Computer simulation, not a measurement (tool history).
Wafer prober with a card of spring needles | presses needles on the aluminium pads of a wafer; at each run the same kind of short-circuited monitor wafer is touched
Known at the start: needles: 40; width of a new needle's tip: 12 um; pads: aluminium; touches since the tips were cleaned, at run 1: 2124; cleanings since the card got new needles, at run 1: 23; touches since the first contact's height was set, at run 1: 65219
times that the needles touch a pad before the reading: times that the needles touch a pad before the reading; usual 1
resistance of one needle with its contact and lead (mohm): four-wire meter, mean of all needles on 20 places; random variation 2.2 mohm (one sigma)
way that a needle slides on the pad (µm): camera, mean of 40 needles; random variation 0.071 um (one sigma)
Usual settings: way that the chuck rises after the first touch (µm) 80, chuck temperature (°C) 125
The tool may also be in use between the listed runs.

run	day	way that the chuck rises after the first touch (µm)	chuck temperature (°C)	times that the needles touch a pad before the reading	touches since the tips were cleaned	cleanings since the card got new needles	touches since the first contact's height was set	resistance of one needle with its contact and lead (mohm)	way that a needle slides on the pad (µm)
1	0	80	125	1	2124	23	65219	251	13.57
# day 0.067: tips cleaned on abrasive film
# day 0.462: tips cleaned on abrasive film
# day 0.858: tips cleaned on abrasive film
# day 1.292: tips cleaned on abrasive film
2	1.442	80	125	1	953	27	74454	249	13.62
# day 1.696: tips cleaned on abrasive film
# day 2.138: tips cleaned on abrasive film
# day 2.325: height of the first contact set anew
# day 2.533: tips cleaned on abrasive film
3	2.858	80	125	1	2114	30	3442	243	13.63
# day 2.95: tips cleaned on abrasive film
# day 3.367: tips cleaned on abrasive film
# day 3.8: tips cleaned on abrasive film
# day 4.225: tips cleaned on abrasive film
4	4.3	80	69	1	489	34	12678	232	13.62
# day 4.6: tips cleaned on abrasive film
# day 5.012: tips cleaned on abrasive film
5	5.012	80	69	1	0	36	17249	229	13.65
# day 5.404: tips cleaned on abrasive film
# day 5.825: tips cleaned on abrasive film
6	6.15	80	125	1	2106	38	24570	243	13.56
# day 6.217: tips cleaned on abrasive film
# day 6.633: tips cleaned on abrasive film
# day 7.021: tips cleaned on abrasive film
7	7.021	80	125	1	0	41	30145	249	13.54
# day 7.454: tips cleaned on abrasive film
# day 7.867: tips cleaned on abrasive film
# day 8.275: tips cleaned on abrasive film
8	8.471	80	125	3	1263	44	39479	248	13.65
# day 8.688: tips cleaned on abrasive film
# day 9.108: tips cleaned on abrasive film
# day 9.533: tips cleaned on abrasive film
# day 9.95: tips cleaned on abrasive film
9	9.95	80	125	3	0	48	48971	248	13.68
# day 10.367: tips cleaned on abrasive film
# day 10.792: tips cleaned on abrasive film
10	11.038	80	125	2	1590	50	55980	249	13.7
# day 11.217: tips cleaned on abrasive film
# day 11.642: tips cleaned on abrasive film
# day 12.033: tips cleaned on abrasive film
11	12.038	80	125	3	25	53	62372	247	13.69
# day 12.446: tips cleaned on abrasive film
# day 12.833: tips cleaned on abrasive film
# day 13.229: tips cleaned on abrasive film
12	13.367	80	125	1	880	56	70912	245	13.57
# day 13.588: tips cleaned on abrasive film
# day 14.008: tips cleaned on abrasive film
13	14.271	80	125	1	1697	58	76730	249	13.69
# day 14.446: tips cleaned on abrasive film
# day 14.783: height of the first contact set anew
# day 14.875: tips cleaned on abrasive film
# day 15.288: tips cleaned on abrasive film
14	15.304	67	125	1	104	61	3331	247	11.38
# day 15.721: tips cleaned on abrasive film
15	15.946	80	125	2	1469	62	7480	246	13.54
# day 16.125: tips cleaned on abrasive film
# day 16.567: tips cleaned on abrasive film
# day 17.004: tips cleaned on abrasive film
16	17.133	80	125	2	843	65	15109	242	13.52
# day 17.379: tips cleaned on abrasive film
# day 17.817: tips cleaned on abrasive film
17	17.875	80	125	2	386	67	19851	246	13.8
# day 18.204: tips cleaned on abrasive film
# day 18.6: tips cleaned on abrasive film
# day 19.042: tips cleaned on abrasive film
18	19.2	71	36	2	1041	70	28376	228	12.04
# day 19.454: tips cleaned on abrasive film
# day 19.896: tips cleaned on abrasive film
19	19.912	96	81	2	103	72	32930	238	16.24
# day 20.333: tips cleaned on abrasive film
# day 20.708: tips cleaned on abrasive film
20	21.054	96	81	2	2247	74	40298	240	16.4
# day 21.146: tips cleaned on abrasive film
# day 21.583: tips cleaned on abrasive film
# day 21.946: tips cleaned on abrasive film
21	21.946	83	97	1	0	77	45995	241	14.18
# day 22.329: tips cleaned on abrasive film
# day 22.742: tips cleaned on abrasive film
22	22.95	80	40	1	1367	79	52468	226	13.69
# day 23.129: tips cleaned on abrasive film
# day 23.533: tips cleaned on abrasive film
# day 23.917: tips cleaned on abrasive film
23	23.917	80	40	1	0	82	58644	225	13.61
# day 24.288: tips cleaned on abrasive film
# day 24.692: tips cleaned on abrasive film
24	24.692	81	125	1	0	84	63617	249	13.8
# day 25.129: tips cleaned on abrasive film
# day 25.567: tips cleaned on abrasive film
# day 26.008: tips cleaned on abrasive film
25	26.05	81	125	1	284	87	72370	247	13.82
# day 26.388: tips cleaned on abrasive film
# day 26.775: tips cleaned on abrasive film
26	26.775	80	125	3	0	89	77017	252	13.73
# day 27.196: tips cleaned on abrasive film
# day 27.296: height of the first contact set anew
# day 27.629: tips cleaned on abrasive film
27	27.629	80	125	3	0	91	2145	246	13.69
# day 28.042: tips cleaned on abrasive film
# day 28.467: tips cleaned on abrasive film
# day 28.85: tips cleaned on abrasive film
28	28.85	80	125	1	0	94	9970	245	13.54
# day 29.204: tips cleaned on abrasive film
# day 29.588: tips cleaned on abrasive film
# day 30.008: tips cleaned on abrasive film
29	30.171	69	62	1	1037	97	18460	235	11.8

Forecast each of these 4 alternatives for the next run:
# day 30.412: tips cleaned on abrasive film
# day 30.829: tips cleaned on abrasive film
A	30.938	65	42	1	689	99	23383	?	?
# day 30.412: tips cleaned on abrasive film
# day 30.829: tips cleaned on abrasive film
B	30.938	67	33	1	689	99	23383	?	?
# day 30.412: tips cleaned on abrasive film
# day 30.829: tips cleaned on abrasive film
C	30.938	75	62	1	689	99	23383	?	?
# day 30.412: tips cleaned on abrasive film
# day 30.829: tips cleaned on abrasive film
D	30.938	88	62	1	689	99	23383	?	?

run	resistance of one needle with its contact and lead (mohm)	way that a needle slides on the pad (µm)
A	227	11.13
B	224	11.45
C	232	12.96
D	229	14.94
Without the tool's hidden state the same runs would have given:
run	resistance of one needle with its contact and lead (mohm)	way that a needle slides on the pad (µm)
A	226	11.14
B	224	11.45
C	232	12.97
D	229	14.95
